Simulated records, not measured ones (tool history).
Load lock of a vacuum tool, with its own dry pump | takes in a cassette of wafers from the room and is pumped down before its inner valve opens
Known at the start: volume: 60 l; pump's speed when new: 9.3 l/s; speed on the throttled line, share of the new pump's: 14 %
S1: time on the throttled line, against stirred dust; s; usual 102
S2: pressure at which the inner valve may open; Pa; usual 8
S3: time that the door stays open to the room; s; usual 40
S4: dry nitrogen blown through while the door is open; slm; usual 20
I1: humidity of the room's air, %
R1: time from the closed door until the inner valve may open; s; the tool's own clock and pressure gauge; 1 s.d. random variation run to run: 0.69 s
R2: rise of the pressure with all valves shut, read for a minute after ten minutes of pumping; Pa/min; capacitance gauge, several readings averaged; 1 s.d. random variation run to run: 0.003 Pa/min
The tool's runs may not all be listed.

Run 1, hour 0: usual settings; I1 43.7. Result: R1 154.4 s, R2 0.06 Pa/min.
Run 2, hour 102.7: usual settings but S2 9 Pa; I1 48.2. Result: R1 154 s, R2 0.064 Pa/min.
Run 3, hour 161.3: usual settings but S2 9 Pa; I1 41.9. Result: R1 153.8 s, R2 0.063 Pa/min.
Run 4, hour 215.6: usual settings but S4 16 slm; I1 45.3. Result: R1 155.1 s, R2 0.068 Pa/min.
Run 5, hour 328.1: usual settings but S4 16 slm; I1 45.2. Result: R1 155.1 s, R2 0.072 Pa/min.
Run 6, hour 430: usual settings; I1 44. Result: R1 154 s, R2 0.068 Pa/min.
Run 7, hour 507.9: usual settings; I1 46.7. Result: R1 155.6 s, R2 0.069 Pa/min.
Run 8, hour 611.7: usual settings; I1 44.8. Result: R1 155.6 s, R2 0.069 Pa/min.
Run 9, hour 705.2: usual settings; I1 44.8. Result: R1 155.4 s, R2 0.074 Pa/min.
Run 10, hour 816.5: usual settings; I1 44.2. Result: R1 153.2 s, R2 0.072 Pa/min.
Run 11, hour 905.6: usual settings; I1 44.9. Result: R1 154.4 s, R2 0.07 Pa/min.
Run 12, hour 956.7: usual settings but S4 10 slm; I1 47.7. Result: R1 155.5 s, R2 0.085 Pa/min.
Run 13, hour 1025.8: usual settings; I1 42.3. Result: R1 154.8 s, R2 0.078 Pa/min.
Run 14, hour 1122.5: usual settings; I1 44. Result: R1 154.4 s, R2 0.081 Pa/min.
Run 15, hour 1218.5: usual settings but S4 16 slm; I1 44.1. Result: R1 155.8 s, R2 0.077 Pa/min.
Run 16, hour 1277.1: usual settings but S4 16 slm; I1 46.3. Result: R1 155.5 s, R2 0.086 Pa/min.
Run 17, hour 1390.7: usual settings but S4 16 slm; I1 47.1. Result: R1 155.4 s, R2 0.088 Pa/min.
Run 18, hour 1476.6: usual settings but S4 16 slm; I1 41.8. Result: R1 154.8 s, R2 0.083 Pa/min.
Run 19, hour 1537.9: usual settings but S4 16 slm; I1 48. Result: R1 155.5 s, R2 0.086 Pa/min.
Run 20, hour 1609.9: usual settings but S4 16 slm; I1 44.6. Result: R1 156.3 s, R2 0.083 Pa/min.
Run 21, hour 1705.8: usual settings but S4 16 slm; I1 45.5. Result: R1 155.5 s, R2 0.088 Pa/min.
Run 22, hour 1785.3: usual settings but S4 16 slm; I1 46.2. Result: R1 155.4 s, R2 0.091 Pa/min.
Run 23, hour 1834: usual settings but S1 77 s; I1 45.7. Result: R1 134.8 s, R2 0.089 Pa/min.
Run 24, hour 1887.1: usual settings but S1 77 s; I1 45.3. Result: R1 134.2 s, R2 0.091 Pa/min.
Run 25, hour 1939.8: usual settings but S1 135 s, S2 16 Pa, S3 41 s, S4 14 slm; I1 46.8. Result: R1 176.6 s, R2 0.099 Pa/min.
Run 26, hour 1995.6: usual settings but S2 11 Pa; I1 46.6. Result: R1 154.2 s, R2 0.094 Pa/min.
Run 27, hour 2053.4: usual settings but S2 11 Pa; I1 41.2. Result: R1 153.8 s, R2 0.097 Pa/min.
Run 28, hour 2102.2: usual settings but S1 54 s, S2 13 Pa, S4 6 slm; I1 45.5. Result: R1 111.4 s, R2 0.101 Pa/min.

What will run 29 give?
Run 29, hour 2194.7: usual settings but S1 54 s, S2 15 Pa, S3 87 s, S4 4 slm; I1 43. Result: R1 ?, R2 ?.

R1: 110.9 s
R2: 0.126 Pa/min
Without the tool's hidden state the same run would have given R1 104.1 s, R2 0.058 Pa/min.
